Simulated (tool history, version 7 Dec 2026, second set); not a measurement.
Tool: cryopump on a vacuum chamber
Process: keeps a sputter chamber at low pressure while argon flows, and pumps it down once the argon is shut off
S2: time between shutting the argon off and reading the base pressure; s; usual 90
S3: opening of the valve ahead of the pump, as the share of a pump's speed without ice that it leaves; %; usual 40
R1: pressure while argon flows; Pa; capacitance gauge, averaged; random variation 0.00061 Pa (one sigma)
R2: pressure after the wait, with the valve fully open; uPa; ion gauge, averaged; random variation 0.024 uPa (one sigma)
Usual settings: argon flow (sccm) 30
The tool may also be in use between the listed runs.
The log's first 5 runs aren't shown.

{"run": 6, "hour": 64.6, "argon flow (sccm)": 30, "S2": 90, "S3": 23, "R1": 0.1595, "R2": 1.07}
{"run": 7, "hour": 81.7, "argon flow (sccm)": 30, "S2": 90, "S3": 23, "R1": 0.1625, "R2": 1.1}
{"hour": 89.4, "done": "pump warmed up, emptied and cooled again"}
{"run": 8, "hour": 98.7, "argon flow (sccm)": 30, "S2": 34, "S3": 40, "R1": 0.0879, "R2": 2.22}
{"run": 9, "hour": 110.5, "argon flow (sccm)": 30, "S2": 34, "S3": 40, "R1": 0.0872, "R2": 2.27}
{"run": 10, "hour": 128.1, "argon flow (sccm)": 30, "S2": 34, "S3": 40, "R1": 0.0877, "R2": 2.26}
{"run": 11, "hour": 140.9, "argon flow (sccm)": 30, "S2": 90, "S3": 40, "R1": 0.0875, "R2": 1.13}
{"run": 12, "hour": 155.4, "argon flow (sccm)": 30, "S2": 90, "S3": 31, "R1": 0.1134, "R2": 1.13}
{"run": 13, "hour": 166.5, "argon flow (sccm)": 30, "S2": 219, "S3": 31, "R1": 0.113, "R2": 0.71}
{"run": 14, "hour": 177.1, "argon flow (sccm)": 30, "S2": 219, "S3": 31, "R1": 0.1137, "R2": 0.75}
{"run": 15, "hour": 185.7, "argon flow (sccm)": 30, "S2": 219, "S3": 31, "R1": 0.1138, "R2": 0.64}
{"run": 16, "hour": 193.1, "argon flow (sccm)": 30, "S2": 219, "S3": 31, "R1": 0.1146, "R2": 0.74}
{"run": 17, "hour": 203.5, "argon flow (sccm)": 30, "S2": 219, "S3": 31, "R1": 0.1143, "R2": 0.75}
{"run": 18, "hour": 216.3, "argon flow (sccm)": 30, "S2": 219, "S3": 31, "R1": 0.1141, "R2": 0.78}
{"run": 19, "hour": 232.4, "argon flow (sccm)": 14, "S2": 214, "S3": 40, "R1": 0.0418, "R2": 0.82}
{"run": 20, "hour": 241.7, "argon flow (sccm)": 14, "S2": 214, "S3": 40, "R1": 0.0417, "R2": 0.82}
{"run": 21, "hour": 249.3, "argon flow (sccm)": 14, "S2": 90, "S3": 27, "R1": 0.0613, "R2": 1.23}
{"run": 22, "hour": 263.8, "argon flow (sccm)": 35, "S2": 90, "S3": 40, "R1": 0.1039, "R2": 1.25}

Run 23 comes next. What will it give?
{"run": 23, "hour": 278.2, "argon flow (sccm)": 12, "S2": 289, "S3": 31, "R1": "?", "R2": "?"}

{"run 23": {"R1": 0.0464, "R2": 0.76}}
Without the tool's hidden state the same run would have given R1 0.0452 Pa, R2 0.40 uPa.
